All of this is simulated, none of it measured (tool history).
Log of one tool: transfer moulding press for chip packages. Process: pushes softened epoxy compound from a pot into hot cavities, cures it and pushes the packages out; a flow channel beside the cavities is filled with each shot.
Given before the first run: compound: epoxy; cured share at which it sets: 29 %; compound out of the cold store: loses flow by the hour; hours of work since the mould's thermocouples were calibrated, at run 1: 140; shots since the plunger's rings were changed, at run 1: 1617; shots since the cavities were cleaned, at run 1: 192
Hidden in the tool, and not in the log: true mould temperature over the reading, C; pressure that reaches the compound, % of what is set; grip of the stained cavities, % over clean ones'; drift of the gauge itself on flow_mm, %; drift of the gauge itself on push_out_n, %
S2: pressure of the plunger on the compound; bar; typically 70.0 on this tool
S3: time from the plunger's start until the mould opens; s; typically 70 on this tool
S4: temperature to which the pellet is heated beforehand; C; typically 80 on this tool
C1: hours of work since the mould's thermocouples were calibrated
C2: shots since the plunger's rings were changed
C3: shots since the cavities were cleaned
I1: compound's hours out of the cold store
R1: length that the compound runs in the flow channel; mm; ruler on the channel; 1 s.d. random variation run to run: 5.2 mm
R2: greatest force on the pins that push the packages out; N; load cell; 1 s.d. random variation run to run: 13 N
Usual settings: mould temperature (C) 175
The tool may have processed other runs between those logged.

{"run": 1, "day": 0.0, "mould temperature (C)": 175, "S2": 70.0, "S3": 70, "S4": 80, "C1": 140, "C2": 1617, "C3": 192, "I1": 21.7, "R1": 615, "R2": 891}
{"run": 2, "day": 0.45, "mould temperature (C)": 175, "S2": 70.0, "S3": 70, "S4": 80, "C1": 144, "C2": 1713, "C3": 288, "I1": 30.8, "R1": 603, "R2": 929}
{"run": 3, "day": 1.179, "mould temperature (C)": 175, "S2": 70.0, "S3": 70, "S4": 80, "C1": 152, "C2": 1869, "C3": 444, "I1": 34.6, "R1": 565, "R2": 1023}
{"run": 4, "day": 1.754, "mould temperature (C)": 175, "S2": 70.0, "S3": 70, "S4": 80, "C1": 157, "C2": 1991, "C3": 566, "I1": 42.0, "R1": 547, "R2": 1102}
{"run": 5, "day": 2.446, "mould temperature (C)": 175, "S2": 70.0, "S3": 70, "S4": 80, "C1": 164, "C2": 2139, "C3": 714, "I1": 10.2, "R1": 667, "R2": 1304}
{"run": 6, "day": 2.983, "mould temperature (C)": 175, "S2": 70.0, "S3": 70, "S4": 80, "C1": 169, "C2": 2253, "C3": 828, "I1": 41.0, "R1": 545, "R2": 1192}
{"run": 7, "day": 3.725, "mould temperature (C)": 174, "S2": 70.0, "S3": 70, "S4": 80, "C1": 177, "C2": 2411, "C3": 986, "I1": 20.9, "R1": 622, "R2": 1408}
{"day": 4.008, "done": "cavities cleaned with cleaning compound and waxed"}
{"run": 8, "day": 4.192, "mould temperature (C)": 174, "S2": 70.0, "S3": 70, "S4": 80, "C1": 181, "C2": 2497, "C3": 39, "I1": 28.5, "R1": 590, "R2": 752}
{"run": 9, "day": 4.804, "mould temperature (C)": 175, "S2": 70.0, "S3": 70, "S4": 72, "C1": 187, "C2": 2628, "C3": 170, "I1": 30.2, "R1": 576, "R2": 878}
{"run": 10, "day": 5.517, "mould temperature (C)": 175, "S2": 83.2, "S3": 70, "S4": 80, "C1": 194, "C2": 2780, "C3": 322, "I1": 24.4, "R1": 645, "R2": 1069}
{"run": 11, "day": 6.183, "mould temperature (C)": 175, "S2": 83.2, "S3": 70, "S4": 80, "C1": 201, "C2": 2921, "C3": 463, "I1": 40.0, "R1": 591, "R2": 1066}
{"run": 12, "day": 6.546, "mould temperature (C)": 175, "S2": 83.2, "S3": 70, "S4": 80, "C1": 204, "C2": 2998, "C3": 540, "I1": 47.7, "R1": 564, "R2": 1032}
{"run": 13, "day": 7.021, "mould temperature (C)": 175, "S2": 70.0, "S3": 70, "S4": 86, "C1": 209, "C2": 3100, "C3": 642, "I1": 28.1, "R1": 586, "R2": 1142}
{"run": 14, "day": 7.458, "mould temperature (C)": 175, "S2": 70.0, "S3": 70, "S4": 86, "C1": 213, "C2": 3193, "C3": 735, "I1": 30.7, "R1": 567, "R2": 1193}
{"run": 15, "day": 7.854, "mould temperature (C)": 175, "S2": 70.0, "S3": 70, "S4": 80, "C1": 217, "C2": 3277, "C3": 819, "I1": 8.4, "R1": 647, "R2": 1364}
{"day": 8.138, "done": "plunger's sealing rings changed"}
{"run": 16, "day": 8.279, "mould temperature (C)": 168, "S2": 71.7, "S3": 54, "S4": 84, "C1": 220, "C2": 30, "C3": 887, "I1": 30.8, "R1": 627, "R2": 3331}
{"day": 9.05, "done": "cavities cleaned with cleaning compound and waxed"}
{"run": 17, "day": 9.075, "mould temperature (C)": 175, "S2": 70.0, "S3": 65, "S4": 80, "C1": 228, "C2": 187, "C3": 5, "I1": 12.3, "R1": 680, "R2": 876}
{"run": 18, "day": 9.433, "mould temperature (C)": 175, "S2": 86.8, "S3": 70, "S4": 80, "C1": 231, "C2": 263, "C3": 81, "I1": 35.1, "R1": 653, "R2": 743}
{"run": 19, "day": 9.979, "mould temperature (C)": 180, "S2": 82.5, "S3": 70, "S4": 86, "C1": 237, "C2": 379, "C3": 197, "I1": 27.3, "R1": 648, "R2": 696}
{"run": 20, "day": 10.542, "mould temperature (C)": 180, "S2": 82.5, "S3": 70, "S4": 86, "C1": 242, "C2": 499, "C3": 317, "I1": 27.0, "R1": 644, "R2": 704}
{"run": 21, "day": 11.042, "mould temperature (C)": 180, "S2": 82.5, "S3": 70, "S4": 86, "C1": 247, "C2": 605, "C3": 423, "I1": 47.4, "R1": 573, "R2": 769}
{"run": 22, "day": 11.592, "mould temperature (C)": 182, "S2": 81.9, "S3": 105, "S4": 86, "C1": 253, "C2": 723, "C3": 541, "I1": 44.6, "R1": 580, "R2": 725}
{"run": 23, "day": 12.3, "mould temperature (C)": 182, "S2": 68.0, "S3": 105, "S4": 86, "C1": 260, "C2": 874, "C3": 692, "I1": 38.8, "R1": 551, "R2": 785}
{"run": 24, "day": 12.75, "mould temperature (C)": 182, "S2": 68.0, "S3": 105, "S4": 86, "C1": 264, "C2": 970, "C3": 788, "I1": 38.3, "R1": 539, "R2": 783}
{"run": 25, "day": 13.229, "mould temperature (C)": 182, "S2": 68.0, "S3": 105, "S4": 86, "C1": 269, "C2": 1072, "C3": 890, "I1": 17.6, "R1": 618, "R2": 817}
{"run": 26, "day": 13.629, "mould temperature (C)": 170, "S2": 70.0, "S3": 95, "S4": 80, "C1": 273, "C2": 1157, "C3": 975, "I1": 19.8, "R1": 644, "R2": 989}
{"day": 13.962, "done": "cavities cleaned with cleaning compound and waxed"}
{"run": 27, "day": 14.354, "mould temperature (C)": 167, "S2": 70.0, "S3": 70, "S4": 80, "C1": 280, "C2": 1298, "C3": 83, "I1": 29.5, "R1": 614, "R2": 1297}
{"run": 28, "day": 14.917, "mould temperature (C)": 175, "S2": 70.0, "S3": 102, "S4": 80, "C1": 285, "C2": 1418, "C3": 203, "I1": 34.9, "R1": 576, "R2": 600}
{"run": 29, "day": 15.5, "mould temperature (C)": 175, "S2": 70.0, "S3": 102, "S4": 80, "C1": 291, "C2": 1542, "C3": 327, "I1": 17.9, "R1": 634, "R2": 654}

Hidden state at the last listed run before each entry between runs and at the first one after, where it differs:
Runs 7 to 8: cavities cleaned with cleaning compound and waxed (day 4.008)
  pressure that reaches the compound, % of what is set: 90.93 -> 90.61; grip of the stained cavities, % over clean ones': 102.2 -> 11.5
  measured minus no-state result, R1: -30 -> -30 mm; R2: +706 -> +73 N
Runs 15 to 16: plunger's sealing rings changed (day 8.138)
  true mould temperature over the reading, C: 0.17 -> 0.18; pressure that reaches the compound, % of what is set: 87.63 -> 99.68; grip of the stained cavities, % over clean ones': 96.4 -> 99.5
  measured minus no-state result, R1: -45 -> -2 mm; R2: +664 -> +1648 N
Runs 16 to 17: cavities cleaned with cleaning compound and waxed (day 9.050)
  true mould temperature over the reading, C: 0.18 -> 0.19; pressure that reaches the compound, % of what is set: 99.68 -> 99.1; grip of the stained cavities, % over clean ones': 99.5 -> 2.9
  measured minus no-state result, R1: -2 -> -3 mm; R2: +1648 -> +14 N
Runs 26 to 27: cavities cleaned with cleaning compound and waxed (day 13.962)
  true mould temperature over the reading, C: 0.26 -> 0.27; pressure that reaches the compound, % of what is set: 95.47 -> 94.96; grip of the stained cavities, % over clean ones': 102.9 -> 19.2
  measured minus no-state result, R1: -16 -> -16 mm; R2: +498 -> +189 N
